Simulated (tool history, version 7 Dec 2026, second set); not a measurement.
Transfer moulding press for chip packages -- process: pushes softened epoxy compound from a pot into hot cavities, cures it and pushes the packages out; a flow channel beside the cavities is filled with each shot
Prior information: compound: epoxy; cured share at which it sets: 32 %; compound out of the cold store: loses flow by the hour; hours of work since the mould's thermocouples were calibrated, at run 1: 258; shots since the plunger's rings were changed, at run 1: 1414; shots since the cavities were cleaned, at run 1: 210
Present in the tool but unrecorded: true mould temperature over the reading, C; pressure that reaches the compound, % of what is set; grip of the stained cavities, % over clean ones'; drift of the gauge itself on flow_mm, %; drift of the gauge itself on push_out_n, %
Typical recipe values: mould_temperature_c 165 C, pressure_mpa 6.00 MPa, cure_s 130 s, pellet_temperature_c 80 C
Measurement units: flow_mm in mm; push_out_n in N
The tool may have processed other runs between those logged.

run    hour  mould_temperature_c  pressure_mpa  cure_s  pellet_temperature_c  hours of work since the mould's thermocouples were calibrated  shots since the plunger's rings were changed  shots since the cavities were cleaned  incoming compound's hours out of the cold store  flow_mm  push_out_n
  1     0.0                  165          6.00     130                    80                                                            258                                          1414                                    210                                             29.7      577         529
  2    48.5                  172          6.00     130                    80                                                            296                                          1950                                    746                                             15.6      577         640
       59.7  -- cavities cleaned with cleaning compound and waxed
  3   129.4                  165          6.00     154                    80                                                            359                                          2827                                    770                                             22.9      572         655
      134.8  -- cavities cleaned with cleaning compound and waxed
  4   178.4                  165          6.00     130                    80                                                            396                                          3352                                    482                                             33.2      541         633
      210.2  -- cavities cleaned with cleaning compound and waxed
      243.8  -- plunger's sealing rings changed
  5   251.5                  165          6.00     130                    80                                                            450                                            85                                    428                                             18.5      615         632
      287.1  -- cavities cleaned with cleaning compound and waxed
  6   313.9                  165          6.00     130                    80                                                            498                                           757                                    295                                             44.4      540         560
      363.1  -- cavities cleaned with cleaning compound and waxed
  7   374.5                  165          6.00     130                    80                                                            545                                          1410                                    125                                             23.0      588         468
      439.5  -- cavities cleaned with cleaning compound and waxed
  8   448.0                  165          6.00     130                    80                                                            601                                          2205                                     94                                             35.4      546         421
      499.1  -- mould's thermocouples calibrated
  9   509.5                  165          6.00     130                    80                                                              8                                          2862                                    751                                             20.8      570         699
      515.8  -- cavities cleaned with cleaning compound and waxed
 10   588.1                  165          6.00     130                    71                                                             69                                          3714                                    798                                             34.1      534         729
      594.1  -- cavities cleaned with cleaning compound and waxed
      618.3  -- plunger's sealing rings changed
 11   665.1                  165          6.00     130                    71                                                            126                                           518                                    757                                             21.3      595         727
      674.2  -- cavities cleaned with cleaning compound and waxed
 12   715.5                  165          6.00     130                    71                                                            165                                          1057                                    456                                             11.2      614         643
      751.3  -- cavities cleaned with cleaning compound and waxed
 13   780.6                  165          6.00     125                    80                                                            215                                          1760                                    323                                             32.3      558         601
      825.6  -- cavities cleaned with cleaning compound and waxed
 14   860.9                  165          6.00     125                    80                                                            277                                          2630                                    389                                             19.8      574         667
      900.6  -- cavities cleaned with cleaning compound and waxed
 15   905.7                  163          7.28     145                    80                                                            311                                          3108                                     55                                              8.5      664         389
 16   966.5                  163          7.28     145                    80                                                            359                                          3780                                    727                                             23.6      627         660
      977.5  -- cavities cleaned with cleaning compound and waxed
      989.5  -- plunger's sealing rings changed
 17  1019.5                  166          6.51     150                    80                                                            397                                           332                                    436                                             37.0      585         591
     1057.1  -- cavities cleaned with cleaning compound and waxed
 18  1101.9                  166          6.51     145                    80                                                            461                                          1226                                    495                                             25.0      605         603
     1135.0  -- cavities cleaned with cleaning compound and waxed
 19  1150.4                  167          6.82     160                    76                                                            498                                          1744                                    169                                             41.8      569         454
     1211.9  -- cavities cleaned with cleaning compound and waxed
 20  1222.5                  167          5.84     160                    76                                                            553                                          2524                                    117                                             35.5      531         421
     1290.7  -- cavities cleaned with cleaning compound and waxed
 21  1292.6                  167          5.84     160                    76                                                            607                                          3282                                     21                                             21.0      552         350
     1337.7  -- mould's thermocouples calibrated
     1363.5  -- plunger's sealing rings changed
     1370.7  -- cavities cleaned with cleaning compound and waxed
 22  1375.4                  167          6.02     160                    75                                                             27                                           114                                     52                                             47.9      546         362
 23  1411.5                  167          6.02     160                    75                                                             55                                           513                                    451                                              8.0      632         593
     1447.8  -- cavities cleaned with cleaning compound and waxed
 24  1487.0                  167          6.02     160                    75                                                            113                                          1330                                    433                                             10.3      608         566
     1522.1  -- cavities cleaned with cleaning compound and waxed
 25  1551.2                  167          6.02     160                    75                                                            162                                          2023                                    322                                             39.6      541         505
     1596.7  -- cavities cleaned with cleaning compound and waxed
 26  1623.2                  165          4.82     130                    84                                                            218                                          2801                                    293                                             21.8      509         511

Branching from run 26: 3 alternative next runs. What would each branch give?
     1673.0  -- cavities cleaned with cleaning compound and waxed
  A  1703.3                  160          4.82     125                    84                                                            280                                          3669                                    334                                             33.3        ?           ?
     1673.0  -- cavities cleaned with cleaning compound and waxed
  B  1703.3                  165          7.34     122                    88                                                            280                                          3669                                    334                                             40.8        ?           ?
     1673.0  -- cavities cleaned with cleaning compound and waxed
  C  1703.3                  168          6.00     119                    80                                                            280                                          3669                                    334                                             38.8        ?           ?

run  flow_mm  push_out_n
  A      493         741
  B      573         587
  C      517         593
Without the tool's unlogged condition, the same runs would have read:
run  flow_mm  push_out_n
  A      534         437
  B      621         340
  C      561         344

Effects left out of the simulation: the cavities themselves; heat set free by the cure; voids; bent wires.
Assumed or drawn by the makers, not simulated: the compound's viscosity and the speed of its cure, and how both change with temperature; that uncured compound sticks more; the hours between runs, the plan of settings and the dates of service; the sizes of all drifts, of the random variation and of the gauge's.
